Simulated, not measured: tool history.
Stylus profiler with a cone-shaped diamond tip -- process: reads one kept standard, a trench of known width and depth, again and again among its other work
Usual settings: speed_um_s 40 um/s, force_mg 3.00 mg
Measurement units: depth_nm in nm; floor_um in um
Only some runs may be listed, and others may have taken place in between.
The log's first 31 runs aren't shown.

| run | hour | speed_um_s | force_mg | depth_nm | floor_um |
|---|---|---|---|---|---|
| 32 | 2554.4 | 40 | 1.22 | 503.57 | 23.80 |
| 33 | 2634.4 | 32 | 1.25 | 503.60 | 23.84 |
| 34 | 2744.6 | 18 | 8.26 | 509.93 | 23.97 |
| 35 | 2841.6 | 127 | 1.90 | 504.56 | 23.35 |
| 36 | 2929.1 | 127 | 1.90 | 504.49 | 23.30 |
| 37 | 3017.7 | 104 | 3.46 | 506.30 | 23.54 |
| 38 | 3064.0 | 92 | 1.19 | 503.86 | 23.33 |
| 39 | 3122.7 | 10 | 1.19 | 504.16 | 23.80 |
| 40 | 3192.9 | 19 | 1.34 | 504.11 | 23.72 |
| 41 | 3269.4 | 19 | 1.34 | 504.43 | 23.70 |
| 42 | 3364.8 | 47 | 2.37 | 505.56 | 23.58 |
| 43 | 3419.2 | 63 | 1.91 | 505.27 | 23.44 |

Run 44 comes next. What will it give?
| 44 | 3464.5 | 114 | 1.04 | ? | ? |

Run 44 gave depth_nm 503.92 nm, floor_um 22.98 um.
Take away the tool's hidden state, keep the run-to-run variation as it was, and the same run would have given depth_nm 501.95 nm, floor_um 24.90 um.
